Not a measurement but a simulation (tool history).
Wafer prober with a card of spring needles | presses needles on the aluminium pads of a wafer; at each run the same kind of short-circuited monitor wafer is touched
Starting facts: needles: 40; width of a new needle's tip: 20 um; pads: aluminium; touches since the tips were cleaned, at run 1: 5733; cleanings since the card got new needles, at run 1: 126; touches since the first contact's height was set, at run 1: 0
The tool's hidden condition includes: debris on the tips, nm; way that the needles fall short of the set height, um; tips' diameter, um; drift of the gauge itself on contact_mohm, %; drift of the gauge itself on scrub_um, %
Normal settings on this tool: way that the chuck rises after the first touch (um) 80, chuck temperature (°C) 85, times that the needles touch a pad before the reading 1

| run | hour | way that the chuck rises after the first touch (um) | chuck temperature (°C) | times that the needles touch a pad before the reading | touches since the tips were cleaned | cleanings since the card got new needles | touches since the first contact's height was set | resistance of one needle with its contact and lead (mohm) | way that a needle slides on the pad (um) |
|---|---|---|---|---|---|---|---|---|---|
| 1 | 0.0 | 80 | 85 | 1 | 5733 | 126 | 0 | 262 | 14.22 |
|  | 5.7 | tips cleaned on abrasive film |
|  | 32.7 | tips cleaned on abrasive film |
|  | 55.1 | tips cleaned on abrasive film |
|  | 80.1 | tips cleaned on abrasive film |
| 2 | 89.3 | 80 | 45 | 1 | 2896 | 130 | 27930 | 234 | 14.17 |
|  | 106.1 | tips cleaned on abrasive film |
|  | 128.6 | tips cleaned on abrasive film |
| 3 | 144.6 | 80 | 45 | 1 | 5014 | 132 | 45244 | 250 | 14.05 |
|  | 154.3 | tips cleaned on abrasive film |
|  | 182.2 | tips cleaned on abrasive film |
|  | 207.5 | tips cleaned on abrasive film |
| 4 | 207.5 | 80 | 45 | 1 | 0 | 135 | 64934 | 163 | 14.03 |
|  | 234.9 | tips cleaned on abrasive film |
|  | 261.1 | tips cleaned on abrasive film |
|  | 287.2 | tips cleaned on abrasive film |
| 5 | 293.8 | 80 | 45 | 1 | 2068 | 138 | 91950 | 211 | 14.00 |
|  | 309.9 | tips cleaned on abrasive film |
|  | 335.6 | tips cleaned on abrasive film |
| 6 | 349.9 | 80 | 45 | 1 | 4523 | 140 | 109544 | 252 | 13.94 |
|  | 360.8 | tips cleaned on abrasive film |
|  | 385.6 | tips cleaned on abrasive film |
| 7 | 400.3 | 80 | 45 | 1 | 4614 | 142 | 125292 | 261 | 13.97 |
|  | 411.5 | tips cleaned on abrasive film |
|  | 435.7 | tips cleaned on abrasive film |
|  | 463.7 | tips cleaned on abrasive film |
| 8 | 477.1 | 80 | 45 | 1 | 4241 | 145 | 149364 | 253 | 13.82 |
|  | 487.7 | tips cleaned on abrasive film |
|  | 512.4 | tips cleaned on abrasive film |
|  | 538.8 | tips cleaned on abrasive film |
| 9 | 545.5 | 80 | 85 | 1 | 2107 | 148 | 170769 | 219 | 13.83 |
|  | 565.7 | tips cleaned on abrasive film |
|  | 590.6 | tips cleaned on abrasive film |
| 10 | 592.2 | 80 | 58 | 1 | 507 | 150 | 185371 | 177 | 13.75 |
|  | 611.8 | height of the first contact set anew |
|  | 617.5 | tips cleaned on abrasive film |
| 11 | 632.0 | 80 | 85 | 1 | 4564 | 151 | 6314 | 257 | 14.19 |
|  | 642.0 | tips cleaned on abrasive film |
|  | 669.0 | tips cleaned on abrasive film |
|  | 696.2 | tips cleaned on abrasive film |
| 12 | 709.3 | 80 | 85 | 1 | 4101 | 154 | 30508 | 255 | 14.13 |
|  | 718.9 | tips cleaned on abrasive film |
|  | 745.4 | tips cleaned on abrasive film |
| 13 | 747.7 | 80 | 85 | 1 | 715 | 156 | 42522 | 191 | 14.13 |
|  | 769.5 | tips cleaned on abrasive film |
|  | 796.0 | tips cleaned on abrasive film |
| 14 | 798.5 | 80 | 85 | 1 | 788 | 158 | 58424 | 192 | 14.05 |
|  | 820.1 | tips cleaned on abrasive film |
|  | 846.9 | tips cleaned on abrasive film |
|  | 869.3 | tips cleaned on abrasive film |
| 15 | 890.4 | 91 | 85 | 1 | 6628 | 161 | 87213 | 241 | 15.93 |
|  | 896.0 | tips cleaned on abrasive film |
|  | 918.4 | tips cleaned on abrasive film |
|  | 944.2 | tips cleaned on abrasive film |
| 16 | 966.2 | 91 | 85 | 1 | 6914 | 164 | 110952 | 253 | 15.90 |
|  | 971.9 | tips cleaned on abrasive film |
|  | 998.5 | tips cleaned on abrasive film |
|  | 1025.3 | tips cleaned on abrasive film |
| 17 | 1025.9 | 80 | 47 | 2 | 183 | 167 | 129611 | 158 | 13.91 |
|  | 1048.2 | tips cleaned on abrasive film |
| 18 | 1069.1 | 96 | 35 | 2 | 6571 | 168 | 143175 | 196 | 16.71 |
|  | 1073.3 | tips cleaned on abrasive film |
|  | 1098.2 | tips cleaned on abrasive film |
|  | 1122.6 | tips cleaned on abrasive film |
| 19 | 1122.6 | 96 | 35 | 2 | 0 | 171 | 159895 | 146 | 16.68 |
|  | 1148.2 | tips cleaned on abrasive film |
| 20 | 1161.8 | 99 | 74 | 1 | 4268 | 172 | 172159 | 220 | 17.22 |
|  | 1172.2 | tips cleaned on abrasive film |
|  | 1194.5 | tips cleaned on abrasive film |
|  | 1220.4 | tips cleaned on abrasive film |
|  | 1225.7 | height of the first contact set anew |
| 21 | 1234.1 | 99 | 74 | 1 | 4197 | 175 | 2627 | 218 | 17.60 |
|  | 1245.3 | tips cleaned on abrasive film |
|  | 1270.9 | tips cleaned on abrasive film |
|  | 1295.2 | tips cleaned on abrasive film |
| 22 | 1295.2 | 72 | 34 | 1 | 0 | 178 | 21737 | 161 | 12.70 |
|  | 1319.7 | tips cleaned on abrasive film |
| 23 | 1337.5 | 61 | 53 | 2 | 5585 | 179 | 34994 | 268 | 10.76 |
|  | 1342.7 | tips cleaned on abrasive film |
|  | 1367.8 | tips cleaned on abrasive film |
| 24 | 1386.1 | 61 | 53 | 2 | 5744 | 181 | 50206 | 274 | 10.73 |
|  | 1391.7 | tips cleaned on abrasive film |
|  | 1418.9 | tips cleaned on abrasive film |
| 25 | 1425.3 | 61 | 53 | 2 | 1996 | 183 | 62464 | 229 | 10.64 |
|  | 1442.0 | tips cleaned on abrasive film |
|  | 1468.3 | tips cleaned on abrasive film |
|  | 1490.7 | tips cleaned on abrasive film |
| 26 | 1512.2 | 80 | 85 | 1 | 6762 | 186 | 89697 | 278 | 13.99 |
|  | 1516.1 | tips cleaned on abrasive film |
|  | 1542.6 | tips cleaned on abrasive film |
|  | 1569.9 | tips cleaned on abrasive film |
| 27 | 1590.4 | 91 | 31 | 1 | 6461 | 189 | 114183 | 254 | 15.90 |
|  | 1594.5 | tips cleaned on abrasive film |
|  | 1620.3 | tips cleaned on abrasive film |
|  | 1644.4 | tips cleaned on abrasive film |
| 28 | 1644.4 | 91 | 62 | 1 | 0 | 192 | 131056 | 158 | 15.77 |

For each entry between runs, how does the tool's hidden state at the last listed run before it compare with that at the first listed run after it?
After run 1, before run 2: tips cleaned on abrasive film (hour 5.7); tips cleaned on abrasive film (hour 32.7); tips cleaned on abrasive film (hour 55.1); tips cleaned on abrasive film (hour 80.1)
  debris on the tips, nm: 148.3 -> 108.2; way that the needles fall short of the set height, um: 0 -> 0.46; tips' diameter, um: 24.9 -> 25.06
  what was measured, less what the result would be without the hidden state, resistance of one needle with its contact and lead (mohm): +112 -> +88; way that a needle slides on the pad (um): +0.00 -> -0.09
After run 2, before run 3: tips cleaned on abrasive film (hour 106.1); tips cleaned on abrasive film (hour 128.6)
  debris on the tips, nm: 108.2 -> 129.5; way that the needles fall short of the set height, um: 0.46 -> 0.71; tips' diameter, um: 25.06 -> 25.15
  what was measured, less what the result would be without the hidden state, resistance of one needle with its contact and lead (mohm): +88 -> +106; way that a needle slides on the pad (um): -0.09 -> -0.12
After run 3, before run 4: tips cleaned on abrasive film (hour 154.3); tips cleaned on abrasive film (hour 182.2); tips cleaned on abrasive film (hour 207.5)
  debris on the tips, nm: 129.5 -> 17.4; way that the needles fall short of the set height, um: 0.71 -> 0.99; tips' diameter, um: 25.15 -> 25.25
  what was measured, less what the result would be without the hidden state, resistance of one needle with its contact and lead (mohm): +106 -> +16; way that a needle slides on the pad (um): -0.12 -> -0.17
After run 4, before run 5: tips cleaned on abrasive film (hour 234.9); tips cleaned on abrasive film (hour 261.1); tips cleaned on abrasive film (hour 287.2)
  debris on the tips, nm: 17.4 -> 80.6; way that the needles fall short of the set height, um: 0.99 -> 1.31; tips' diameter, um: 25.25 -> 25.36
  what was measured, less what the result would be without the hidden state, resistance of one needle with its contact and lead (mohm): +16 -> +68; way that a needle slides on the pad (um): -0.17 -> -0.23
After run 5, before run 6: tips cleaned on abrasive film (hour 309.9); tips cleaned on abrasive film (hour 335.6)
  debris on the tips, nm: 80.6 -> 124.2; way that the needles fall short of the set height, um: 1.31 -> 1.56; tips' diameter, um: 25.36 -> 25.45
  what was measured, less what the result would be without the hidden state, resistance of one needle with its contact and lead (mohm): +68 -> +107; way that a needle slides on the pad (um): -0.23 -> -0.28
After run 6, before run 7: tips cleaned on abrasive film (hour 360.8); tips cleaned on abrasive film (hour 385.6)
  debris on the tips, nm: 124.2 -> 136.4; way that the needles fall short of the set height, um: 1.56 -> 1.74; tips' diameter, um: 25.45 -> 25.51
  what was measured, less what the result would be without the hidden state, resistance of one needle with its contact and lead (mohm): +107 -> +117; way that a needle slides on the pad (um): -0.28 -> -0.31
After run 7, before run 8: tips cleaned on abrasive film (hour 411.5); tips cleaned on abrasive film (hour 435.7); tips cleaned on abrasive film (hour 463.7)
  debris on the tips, nm: 136.4 -> 127; way that the needles fall short of the set height, um: 1.74 -> 2.04; tips' diameter, um: 25.51 -> 25.62
  what was measured, less what the result would be without the hidden state, resistance of one needle with its contact and lead (mohm): +117 -> +111; way that a needle slides on the pad (um): -0.31 -> -0.36
After run 8, before run 9: tips cleaned on abrasive film (hour 487.7); tips cleaned on abrasive film (hour 512.4); tips cleaned on abrasive film (hour 538.8)
  debris on the tips, nm: 127 -> 83.4; way that the needles fall short of the set height, um: 2.04 -> 2.33; tips' diameter, um: 25.62 -> 25.72
  what was measured, less what the result would be without the hidden state, resistance of one needle with its contact and lead (mohm): +111 -> +69; way that a needle slides on the pad (um): -0.36 -> -0.42
After run 9, before run 10: tips cleaned on abrasive film (hour 565.7); tips cleaned on abrasive film (hour 590.6)
  debris on the tips, nm: 83.4 -> 32.4; way that the needles fall short of the set height, um: 2.33 -> 2.6; tips' diameter, um: 25.72 -> 25.81
  what was measured, less what the result would be without the hidden state, resistance of one needle with its contact and lead (mohm): +69 -> +30; way that a needle slides on the pad (um): -0.42 -> -0.46
After run 10, before run 11: height of the first contact set anew (hour 611.8); tips cleaned on abrasive film (hour 617.5)
  debris on the tips, nm: 32.4 -> 137.2; way that the needles fall short of the set height, um: 2.6 -> 0.11; tips' diameter, um: 25.81 -> 25.85
  what was measured, less what the result would be without the hidden state, resistance of one needle with its contact and lead (mohm): +30 -> +107; way that a needle slides on the pad (um): -0.46 -> -0.02
After run 11, before run 12: tips cleaned on abrasive film (hour 642.0); tips cleaned on abrasive film (hour 669.0); tips cleaned on abrasive film (hour 696.2)
  debris on the tips, nm: 137.2 -> 128.6; way that the needles fall short of the set height, um: 0.11 -> 0.37; tips' diameter, um: 25.85 -> 25.94
  what was measured, less what the result would be without the hidden state, resistance of one needle with its contact and lead (mohm): +107 -> +103; way that a needle slides on the pad (um): -0.02 -> -0.07
After run 12, before run 13: tips cleaned on abrasive film (hour 718.9); tips cleaned on abrasive film (hour 745.4)
  debris on the tips, nm: 128.6 -> 46.5; way that the needles fall short of the set height, um: 0.37 -> 0.63; tips' diameter, um: 25.94 -> 26.03
  what was measured, less what the result would be without the hidden state, resistance of one needle with its contact and lead (mohm): +103 -> +39; way that a needle slides on the pad (um): -0.07 -> -0.11
After run 13, before run 14: tips cleaned on abrasive film (hour 769.5); tips cleaned on abrasive film (hour 796.0)
  debris on the tips, nm: 46.5 -> 52.2; way that the needles fall short of the set height, um: 0.63 -> 0.83; tips' diameter, um: 26.03 -> 26.1
  what was measured, less what the result would be without the hidden state, resistance of one needle with its contact and lead (mohm): +39 -> +43; way that a needle slides on the pad (um): -0.11 -> -0.15
After run 14, before run 15: tips cleaned on abrasive film (hour 820.1); tips cleaned on abrasive film (hour 846.9); tips cleaned on abrasive film (hour 869.3)
  debris on the tips, nm: 52.2 -> 145.2; way that the needles fall short of the set height, um: 0.83 -> 1.14; tips' diameter, um: 26.1 -> 26.21
  what was measured, less what the result would be without the hidden state, resistance of one needle with its contact and lead (mohm): +43 -> +94; way that a needle slides on the pad (um): -0.15 -> -0.20
After run 15, before run 16: tips cleaned on abrasive film (hour 896.0); tips cleaned on abrasive film (hour 918.4); tips cleaned on abrasive film (hour 944.2)
  debris on the tips, nm: 145.2 -> 149.9; way that the needles fall short of the set height, um: 1.14 -> 1.45; tips' diameter, um: 26.21 -> 26.32
  what was measured, less what the result would be without the hidden state, resistance of one needle with its contact and lead (mohm): +94 -> +101; way that a needle slides on the pad (um): -0.20 -> -0.25
After run 16, before run 17: tips cleaned on abrasive film (hour 971.9); tips cleaned on abrasive film (hour 998.5); tips cleaned on abrasive film (hour 1025.3)
  debris on the tips, nm: 149.9 -> 24.2; way that the needles fall short of the set height, um: 1.45 -> 1.77; tips' diameter, um: 26.32 -> 26.43
  what was measured, less what the result would be without the hidden state, resistance of one needle with its contact and lead (mohm): +101 -> +15; way that a needle slides on the pad (um): -0.25 -> -0.31
After run 17, before run 18: tips cleaned on abrasive film (hour 1048.2)
  debris on the tips, nm: 24.2 -> 143.1; way that the needles fall short of the set height, um: 1.77 -> 1.87; tips' diameter, um: 26.43 -> 26.47
  what was measured, less what the result would be without the hidden state, resistance of one needle with its contact and lead (mohm): +15 -> +57; way that a needle slides on the pad (um): -0.31 -> -0.34
After run 18, before run 19: tips cleaned on abrasive film (hour 1073.3); tips cleaned on abrasive film (hour 1098.2); tips cleaned on abrasive film (hour 1122.6)
  debris on the tips, nm: 143.1 -> 9.6; way that the needles fall short of the set height, um: 1.87 -> 2.22; tips' diameter, um: 26.47 -> 26.59
  what was measured, less what the result would be without the hidden state, resistance of one needle with its contact and lead (mohm): +57 -> +6; way that a needle slides on the pad (um): -0.34 -> -0.40
After run 19, before run 20: tips cleaned on abrasive film (hour 1148.2)
  debris on the tips, nm: 9.6 -> 127.1; way that the needles fall short of the set height, um: 2.22 -> 2.31; tips' diameter, um: 26.59 -> 26.62
  what was measured, less what the result would be without the hidden state, resistance of one needle with its contact and lead (mohm): +6 -> +76; way that a needle slides on the pad (um): -0.40 -> -0.41
After run 20, before run 21: tips cleaned on abrasive film (hour 1172.2); tips cleaned on abrasive film (hour 1194.5); tips cleaned on abrasive film (hour 1220.4); height of the first contact set anew (hour 1225.7)
  debris on the tips, nm: 127.1 -> 126.4; way that the needles fall short of the set height, um: 2.31 -> 0; tips' diameter, um: 26.62 -> 26.73
  what was measured, less what the result would be without the hidden state, resistance of one needle with its contact and lead (mohm): +76 -> +73; way that a needle slides on the pad (um): -0.41 -> +0.00
After run 21, before run 22: tips cleaned on abrasive film (hour 1245.3); tips cleaned on abrasive film (hour 1270.9); tips cleaned on abrasive film (hour 1295.2)
  debris on the tips, nm: 126.4 -> 14.1; way that the needles fall short of the set height, um: 0 -> 0.35; tips' diameter, um: 26.73 -> 26.85
  what was measured, less what the result would be without the hidden state, resistance of one needle with its contact and lead (mohm): +73 -> +18; way that a needle slides on the pad (um): +0.00 -> -0.06
After run 22, before run 23: tips cleaned on abrasive film (hour 1319.7)
  debris on the tips, nm: 14.1 -> 133.5; way that the needles fall short of the set height, um: 0.35 -> 0.47; tips' diameter, um: 26.85 -> 26.89
  what was measured, less what the result would be without the hidden state, resistance of one needle with its contact and lead (mohm): +18 -> +119; way that a needle slides on the pad (um): -0.06 -> -0.08
After run 23, before run 24: tips cleaned on abrasive film (hour 1342.7); tips cleaned on abrasive film (hour 1367.8)
  debris on the tips, nm: 133.5 -> 139.8; way that the needles fall short of the set height, um: 0.47 -> 0.74; tips' diameter, um: 26.89 -> 26.99
  what was measured, less what the result would be without the hidden state, resistance of one needle with its contact and lead (mohm): +119 -> +127; way that a needle slides on the pad (um): -0.08 -> -0.14
After run 24, before run 25: tips cleaned on abrasive film (hour 1391.7); tips cleaned on abrasive film (hour 1418.9)
  debris on the tips, nm: 139.8 -> 92; way that the needles fall short of the set height, um: 0.74 -> 0.97; tips' diameter, um: 26.99 -> 27.07
  what was measured, less what the result would be without the hidden state, resistance of one needle with its contact and lead (mohm): +127 -> +84; way that a needle slides on the pad (um): -0.14 -> -0.18
After run 25, before run 26: tips cleaned on abrasive film (hour 1442.0); tips cleaned on abrasive film (hour 1468.3); tips cleaned on abrasive film (hour 1490.7)
  debris on the tips, nm: 92 -> 142.7; way that the needles fall short of the set height, um: 0.97 -> 1.33; tips' diameter, um: 27.07 -> 27.2
  what was measured, less what the result would be without the hidden state, resistance of one needle with its contact and lead (mohm): +84 -> +126; way that a needle slides on the pad (um): -0.18 -> -0.23
After run 26, before run 27: tips cleaned on abrasive film (hour 1516.1); tips cleaned on abrasive film (hour 1542.6); tips cleaned on abrasive film (hour 1569.9)
  debris on the tips, nm: 142.7 -> 143.8; way that the needles fall short of the set height, um: 1.33 -> 1.67; tips' diameter, um: 27.2 -> 27.32
  what was measured, less what the result would be without the hidden state, resistance of one needle with its contact and lead (mohm): +126 -> +112; way that a needle slides on the pad (um): -0.23 -> -0.30
After run 27, before run 28: tips cleaned on abrasive film (hour 1594.5); tips cleaned on abrasive film (hour 1620.3); tips cleaned on abrasive film (hour 1644.4)
  debris on the tips, nm: 143.8 -> 15.5; way that the needles fall short of the set height, um: 1.67 -> 1.99; tips' diameter, um: 27.32 -> 27.43
  what was measured, less what the result would be without the hidden state, resistance of one needle with its contact and lead (mohm): +112 -> +14; way that a needle slides on the pad (um): -0.30 -> -0.35

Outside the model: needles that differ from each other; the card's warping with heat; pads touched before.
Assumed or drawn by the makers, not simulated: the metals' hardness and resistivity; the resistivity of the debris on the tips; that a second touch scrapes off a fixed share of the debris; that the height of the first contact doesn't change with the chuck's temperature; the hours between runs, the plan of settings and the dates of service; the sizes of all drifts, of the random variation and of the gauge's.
